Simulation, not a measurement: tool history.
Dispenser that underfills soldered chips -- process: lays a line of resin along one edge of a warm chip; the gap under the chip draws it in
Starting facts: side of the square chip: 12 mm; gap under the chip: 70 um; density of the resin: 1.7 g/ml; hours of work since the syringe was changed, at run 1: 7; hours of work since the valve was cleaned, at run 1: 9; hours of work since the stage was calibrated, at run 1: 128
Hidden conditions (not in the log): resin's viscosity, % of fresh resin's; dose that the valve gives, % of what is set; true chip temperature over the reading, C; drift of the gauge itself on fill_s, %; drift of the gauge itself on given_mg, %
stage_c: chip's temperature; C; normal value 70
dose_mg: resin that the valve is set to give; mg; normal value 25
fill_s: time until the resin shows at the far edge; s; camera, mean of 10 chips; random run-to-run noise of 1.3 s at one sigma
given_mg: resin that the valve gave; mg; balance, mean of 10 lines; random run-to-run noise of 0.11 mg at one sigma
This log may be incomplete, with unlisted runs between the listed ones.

run,hour,stage_c,dose_mg,hours of work since the syringe was changed,hours of work since the valve was cleaned,hours of work since the stage was calibrated,fill_s,given_mg
1,0,70,25,7,9,128,175.7,24.77
# hour 3.5: new syringe of resin
2,5.4,70,25,1,13,132,127.4,24.84
3,13.6,70,23.8,8,19,138,183,23.57
# hour 16.6: new syringe of resin
4,23.6,70,23.8,5,27,146,158.2,23.46
# hour 29.5: new syringe of resin
5,29.7,79,23.8,0,31,150,80.2,23.41
6,36.3,81,25,5,36,155,91.6,24.54
# hour 42.8: new syringe of resin
7,47.7,70,25,4,45,163,142,24.34
# hour 55.6: new syringe of resin
# hour 59.6: dispensing valve cleaned and set on the balance
8,59.8,70,25,2,0,172,134.9,24.84
9,66.4,70,28.1,7,5,177,171.8,27.8
# hour 69.3: new syringe of resin
10,72.9,74,25,3,10,181,112.3,24.87
11,78.6,70,24.1,7,14,186,171.4,23.64
# hour 82.5: new syringe of resin
12,86.1,70,24.1,3,20,191,136.4,23.56
13,94.4,55,25,9,26,197,418.4,24.62
# hour 95.4: new syringe of resin
14,105.7,55,28.6,8,34,206,384.5,27.93
# hour 108.1: new syringe of resin
15,112.1,55,28.6,3,39,210,298.6,27.77
# hour 120.8: new syringe of resin
16,123.1,55,28.6,2,47,218,274.8,27.65
17,129.5,55,28.6,7,52,223,360.6,27.59
# hour 131.6: dispensing valve cleaned and set on the balance
# hour 134.9: new syringe of resin
18,135.7,55,28.6,1,3,227,256.4,28.49
19,144,72,32.4,7,9,233,143.1,32.33
# hour 148: new syringe of resin
20,155.2,72,32.4,5,17,242,133.9,32.09
# hour 160.8: new syringe of resin
21,160.8,82,21.8,0,21,246,65.2,21.48
22,168.1,68,25,6,27,251,166.4,24.76
# hour 174: new syringe of resin
23,178.2,57,32.4,3,34,259,258.3,31.7
24,184.5,68,29.8,8,39,263,185,29.03
# hour 186.9: new syringe of resin
25,191.5,60,29.3,3,44,268,226.7,28.44
26,196.7,60,29.3,7,48,272,273.9,28.56
# hour 199.8: new syringe of resin
# hour 204: dispensing valve cleaned and set on the balance
27,209.6,60,29.3,7,4,281,267.6,29.44
# hour 213.8: new syringe of resin
28,218.3,75,25,3,11,287,105.3,24.89
29,225.3,60,27.9,9,16,293,297.5,27.59
# hour 226.5: new syringe of resin
30,233.8,60,27.9,6,22,299,252.8,27.31
# hour 239.3: new syringe of resin
31,239.3,83,32.4,0,26,303,58,32.06
32,246.8,79,30.9,6,32,309,96.9,30.27
# hour 252.1: new syringe of resin
33,253.6,55,23.5,1,37,314,259.4,23.02
34,260.8,55,23.5,7,42,319,345.2,22.77
# hour 265.1: new syringe of resin
35,269.1,70,21.8,3,48,325,134.7,21.35

Describe how what the log doesn't record of the tool's condition differs between the last listed run preceding each entry between runs and the first listed run following it.
Between runs 1 and 2: new syringe of resin (hour 3.5)
  resin's viscosity, % of fresh resin's: 146.5 -> 107.8; dose that the valve gives, % of what is set: 99.54 -> 99.31; true chip temperature over the reading, C: 0.96 -> 0.99
  measured minus no-state result, fill_s: +49.8 -> +3.4 s; given_mg: -0.11 -> -0.17 mg
Between runs 3 and 4: new syringe of resin (hour 16.6)
  resin's viscosity, % of fresh resin's: 150.4 -> 132.6; dose that the valve gives, % of what is set: 98.95 -> 98.57; true chip temperature over the reading, C: 1.03 -> 1.08
  measured minus no-state result, fill_s: +55.3 -> +32.7 s; given_mg: -0.25 -> -0.34 mg
Between runs 4 and 5: new syringe of resin (hour 29.5)
  resin's viscosity, % of fresh resin's: 132.6 -> 101.4; dose that the valve gives, % of what is set: 98.57 -> 98.32; true chip temperature over the reading, C: 1.08 -> 1.11
  measured minus no-state result, fill_s: +32.7 -> -2.8 s; given_mg: -0.34 -> -0.4 mg
Between runs 6 and 7: new syringe of resin (hour 42.8)
  resin's viscosity, % of fresh resin's: 132.4 -> 122.7; dose that the valve gives, % of what is set: 98.04 -> 97.52; true chip temperature over the reading, C: 1.14 -> 1.19
  measured minus no-state result, fill_s: +18.9 -> +19.7 s; given_mg: -0.49 -> -0.62 mg
Between runs 7 and 8: new syringe of resin (hour 55.6); dispensing valve cleaned and set on the balance (hour 59.6)
  resin's viscosity, % of fresh resin's: 122.7 -> 114.5; dose that the valve gives, % of what is set: 97.52 -> 99.52; true chip temperature over the reading, C: 1.19 -> 1.25
  measured minus no-state result, fill_s: +19.7 -> +9.6 s; given_mg: -0.62 -> -0.11 mg
Between runs 9 and 10: new syringe of resin (hour 69.3)
  resin's viscosity, % of fresh resin's: 149.7 -> 116.3; dose that the valve gives, % of what is set: 99.25 -> 99.01; true chip temperature over the reading, C: 1.28 -> 1.31
  measured minus no-state result, fill_s: +49.7 -> +9.5 s; given_mg: -0.2 -> -0.25 mg
Between runs 11 and 12: new syringe of resin (hour 82.5)
  resin's viscosity, % of fresh resin's: 146.6 -> 115.8; dose that the valve gives, % of what is set: 98.77 -> 98.43; true chip temperature over the reading, C: 1.34 -> 1.38
  measured minus no-state result, fill_s: +46.6 -> +10.5 s; given_mg: -0.29 -> -0.38 mg
Between runs 13 and 14: new syringe of resin (hour 95.4)
  resin's viscosity, % of fresh resin's: 162.7 -> 153; dose that the valve gives, % of what is set: 98.1 -> 97.63; true chip temperature over the reading, C: 1.42 -> 1.48
  measured minus no-state result, fill_s: +141.7 -> +112.8 s; given_mg: -0.47 -> -0.68 mg
Between runs 14 and 15: new syringe of resin (hour 108.1)
  resin's viscosity, % of fresh resin's: 153 -> 118.5; dose that the valve gives, % of what is set: 97.63 -> 97.4; true chip temperature over the reading, C: 1.48 -> 1.51
  measured minus no-state result, fill_s: +112.8 -> +25.7 s; given_mg: -0.68 -> -0.75 mg
Between runs 15 and 16: new syringe of resin (hour 120.8)
  resin's viscosity, % of fresh resin's: 118.5 -> 110.5; dose that the valve gives, % of what is set: 97.4 -> 96.96; true chip temperature over the reading, C: 1.51 -> 1.56
  measured minus no-state result, fill_s: +25.7 -> +4.8 s; given_mg: -0.75 -> -0.87 mg
Between runs 17 and 18: dispensing valve cleaned and set on the balance (hour 131.6); new syringe of resin (hour 134.9)
  resin's viscosity, % of fresh resin's: 143.6 -> 102.3; dose that the valve gives, % of what is set: 96.67 -> 99.71; true chip temperature over the reading, C: 1.59 -> 1.62
  measured minus no-state result, fill_s: +87.6 -> -17.2 s; given_mg: -0.95 -> -0.09 mg
Between runs 19 and 20: new syringe of resin (hour 148)
  resin's viscosity, % of fresh resin's: 143.5 -> 133.4; dose that the valve gives, % of what is set: 99.4 -> 98.99; true chip temperature over the reading, C: 1.66 -> 1.71
  measured minus no-state result, fill_s: +34.9 -> +24.8 s; given_mg: -0.19 -> -0.32 mg
Between runs 20 and 21: new syringe of resin (hour 160.8)
  resin's viscosity, % of fresh resin's: 133.4 -> 99.1; dose that the valve gives, % of what is set: 98.99 -> 98.77; true chip temperature over the reading, C: 1.71 -> 1.73
  measured minus no-state result, fill_s: +24.8 -> -5.8 s; given_mg: -0.32 -> -0.27 mg
Between runs 22 and 23: new syringe of resin (hour 174)
  resin's viscosity, % of fresh resin's: 133.5 -> 117.5; dose that the valve gives, % of what is set: 98.48 -> 98.08; true chip temperature over the reading, C: 1.77 -> 1.82
  measured minus no-state result, fill_s: +30.5 -> +16 s; given_mg: -0.38 -> -0.62 mg
Between runs 24 and 25: new syringe of resin (hour 186.9)
  resin's viscosity, % of fresh resin's: 151.9 -> 121.2; dose that the valve gives, % of what is set: 97.81 -> 97.52; true chip temperature over the reading, C: 1.85 -> 1.88
  measured minus no-state result, fill_s: +51.6 -> +20.6 s; given_mg: -0.65 -> -0.73 mg
Between runs 26 and 27: new syringe of resin (hour 199.8); dispensing valve cleaned and set on the balance (hour 204)
  resin's viscosity, % of fresh resin's: 149.9 -> 142.3; dose that the valve gives, % of what is set: 97.29 -> 99.51; true chip temperature over the reading, C: 1.9 -> 1.96
  measured minus no-state result, fill_s: +72.5 -> +59.1 s; given_mg: -0.79 -> -0.15 mg
Between runs 27 and 28: new syringe of resin (hour 213.8)
  resin's viscosity, % of fresh resin's: 142.3 -> 121.5; dose that the valve gives, % of what is set: 99.51 -> 99.14; true chip temperature over the reading, C: 1.96 -> 2
  measured minus no-state result, fill_s: +59.1 -> +10 s; given_mg: -0.15 -> -0.21 mg
Between runs 29 and 30: new syringe of resin (hour 226.5)
  resin's viscosity, % of fresh resin's: 161.6 -> 135.5; dose that the valve gives, % of what is set: 98.85 -> 98.5; true chip temperature over the reading, C: 2.04 -> 2.09
  measured minus no-state result, fill_s: +92.7 -> +44.9 s; given_mg: -0.32 -> -0.42 mg
Between runs 30 and 31: new syringe of resin (hour 239.3)
  resin's viscosity, % of fresh resin's: 135.5 -> 98.8; dose that the valve gives, % of what is set: 98.5 -> 98.28; true chip temperature over the reading, C: 2.09 -> 2.11
  measured minus no-state result, fill_s: +44.9 -> -6.6 s; given_mg: -0.42 -> -0.56 mg
Between runs 32 and 33: new syringe of resin (hour 252.1)
  resin's viscosity, % of fresh resin's: 134.5 -> 105.2; dose that the valve gives, % of what is set: 97.99 -> 97.73; true chip temperature over the reading, C: 2.15 -> 2.18
  measured minus no-state result, fill_s: +17.2 -> -16.7 s; given_mg: -0.62 -> -0.54 mg
Between runs 34 and 35: new syringe of resin (hour 265.1)
  resin's viscosity, % of fresh resin's: 141.3 -> 116.5; dose that the valve gives, % of what is set: 97.45 -> 97.11; true chip temperature over the reading, C: 2.22 -> 2.26
  measured minus no-state result, fill_s: +71.3 -> +6.6 s; given_mg: -0.6 -> -0.64 mg
